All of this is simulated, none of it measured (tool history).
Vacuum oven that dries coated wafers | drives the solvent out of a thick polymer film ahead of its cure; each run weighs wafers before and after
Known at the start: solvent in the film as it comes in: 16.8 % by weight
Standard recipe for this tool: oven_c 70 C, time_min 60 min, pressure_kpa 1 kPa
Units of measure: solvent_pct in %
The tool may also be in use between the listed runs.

{"run": 1, "hour": 0.0, "oven_c": 70, "time_min": 60, "pressure_kpa": 1, "solvent_pct": 2.57}
{"run": 2, "hour": 32.3, "oven_c": 70, "time_min": 60, "pressure_kpa": 1, "solvent_pct": 2.78}
{"run": 3, "hour": 63.1, "oven_c": 70, "time_min": 60, "pressure_kpa": 1, "solvent_pct": 2.64}
{"run": 4, "hour": 84.9, "oven_c": 70, "time_min": 60, "pressure_kpa": 0.5, "solvent_pct": 2.26}
{"run": 5, "hour": 105.7, "oven_c": 70, "time_min": 60, "pressure_kpa": 0.5, "solvent_pct": 2.33}
{"hour": 110.5, "done": "vacuum gauge cleaned of residue and calibrated"}
{"run": 6, "hour": 126.9, "oven_c": 70, "time_min": 60, "pressure_kpa": 1, "solvent_pct": 2.92}
{"run": 7, "hour": 147.5, "oven_c": 70, "time_min": 60, "pressure_kpa": 1, "solvent_pct": 2.8}
{"run": 8, "hour": 166.8, "oven_c": 70, "time_min": 60, "pressure_kpa": 1, "solvent_pct": 2.87}
{"run": 9, "hour": 186.2, "oven_c": 80, "time_min": 54, "pressure_kpa": 1, "solvent_pct": 1.14}
{"run": 10, "hour": 209.0, "oven_c": 80, "time_min": 41, "pressure_kpa": 1.51, "solvent_pct": 1.97}
{"run": 11, "hour": 229.4, "oven_c": 64, "time_min": 37, "pressure_kpa": 1.61, "solvent_pct": 7.62}
{"run": 12, "hour": 268.7, "oven_c": 63, "time_min": 101, "pressure_kpa": 2.26, "solvent_pct": 4.71}
{"hour": 280.9, "done": "vacuum gauge cleaned of residue and calibrated, once more"}
{"run": 13, "hour": 299.0, "oven_c": 56, "time_min": 35, "pressure_kpa": 2.25, "solvent_pct": 10.9}

Forecast each of these 4 alternatives for the next run:
{"run": "A", "hour": 328.5, "oven_c": 56, "time_min": 35, "pressure_kpa": 1.79, "solvent_pct": "?"}
{"run": "B", "hour": 328.5, "oven_c": 78, "time_min": 61, "pressure_kpa": 1.24, "solvent_pct": "?"}
{"run": "C", "hour": 328.5, "oven_c": 70, "time_min": 60, "pressure_kpa": 3.53, "solvent_pct": "?"}
{"run": "D", "hour": 328.5, "oven_c": 83, "time_min": 36, "pressure_kpa": 0.65, "solvent_pct": "?"}

run=A solvent_pct=10.37
run=B solvent_pct=1.16
run=C solvent_pct=4.77
run=D solvent_pct=1.01
Stripped of hidden state, with their random variation kept, the same runs would have yielded:
run=A solvent_pct=10.12
run=B solvent_pct=1.07
run=C solvent_pct=4.52
run=D solvent_pct=0.9

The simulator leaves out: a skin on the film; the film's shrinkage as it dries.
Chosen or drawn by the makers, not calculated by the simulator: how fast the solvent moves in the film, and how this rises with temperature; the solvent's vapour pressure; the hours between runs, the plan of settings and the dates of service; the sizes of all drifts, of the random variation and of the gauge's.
